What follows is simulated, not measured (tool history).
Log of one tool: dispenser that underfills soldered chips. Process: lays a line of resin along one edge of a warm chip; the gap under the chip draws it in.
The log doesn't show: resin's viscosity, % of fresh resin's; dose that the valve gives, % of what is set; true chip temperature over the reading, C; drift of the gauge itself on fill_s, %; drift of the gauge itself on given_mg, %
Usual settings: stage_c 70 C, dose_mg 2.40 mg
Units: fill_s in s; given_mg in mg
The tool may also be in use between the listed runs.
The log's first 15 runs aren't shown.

run	hour	stage_c	dose_mg	hours of work since the syringe was changed	hours of work since the valve was cleaned	hours of work since the stage was calibrated	fill_s	given_mg
# hour 158.6: new syringe of resin
16	160.5	70	2.35	1	32	264	9.0	2.306
17	168.3	70	2.35	7	37	270	12.5	2.301
# hour 172.1: new syringe of resin
18	181.1	70	2.35	6	45	278	11.9	2.294
# hour 185.2: new syringe of resin
# hour 192.7: dispensing valve cleaned and set on the balance
19	195.7	70	2.59	6	2	287	12.9	2.588
# hour 199.6: new syringe of resin
20	208.0	70	2.59	6	10	295	10.7	2.573
# hour 213.1: new syringe of resin
21	217.5	70	2.59	3	16	302	10.0	2.568
# hour 226.2: new syringe of resin
22	230.4	73	2.24	3	25	310	8.4	2.215
# hour 239.3: new syringe of resin
23	240.7	65	2.59	1	32	317	10.9	2.549
24	247.9	65	2.59	6	37	322	15.1	2.550
# hour 252.5: new syringe of resin
25	259.8	75	2.16	5	44	330	8.5	2.110
# hour 266.2: new syringe of resin
# hour 272.4: dispensing valve cleaned and set on the balance
26	272.6	75	2.16	4	0	337	8.7	2.160
# hour 280.7: new syringe of resin
27	284.2	75	2.16	2	8	345	7.8	2.159
28	292.6	70	2.62	8	14	351	14.1	2.616
# hour 294.2: new syringe of resin
# hour 297.6: stage's temperature calibrated
29	300.9	74	2.23	4	18	2	7.6	2.212
30	307.3	64	2.43	8	23	7	17.6	2.410
# hour 308.6: new syringe of resin
31	318.5	64	2.45	7	30	14	16.0	2.421
# hour 321.6: new syringe of resin
32	327.8	59	2.73	4	36	20	17.2	2.697
# hour 334.9: new syringe of resin
33	339.2	59	2.73	3	44	28	15.6	2.682
# hour 348.1: new syringe of resin
34	348.7	70	2.54	0	50	34	7.6	2.493

3 ways to go on from here, each from the tool as it stands after run 34. What would each give?
# hour 353.0: dispensing valve cleaned and set on the balance
A	358.9	62	3.04	7	4	40	?	?
# hour 353.0: dispensing valve cleaned and set on the balance
B	358.9	77	2.80	7	4	40	?	?
# hour 353.0: dispensing valve cleaned and set on the balance
C	358.9	73	3.07	7	4	40	?	?

run	fill_s	given_mg
A	17.7	3.036
B	8.7	2.797
C	9.7	3.068
Without the tool's hidden state the same runs would have given:
run	fill_s	given_mg
A	11.3	3.039
B	5.6	2.800
C	6.1	3.072
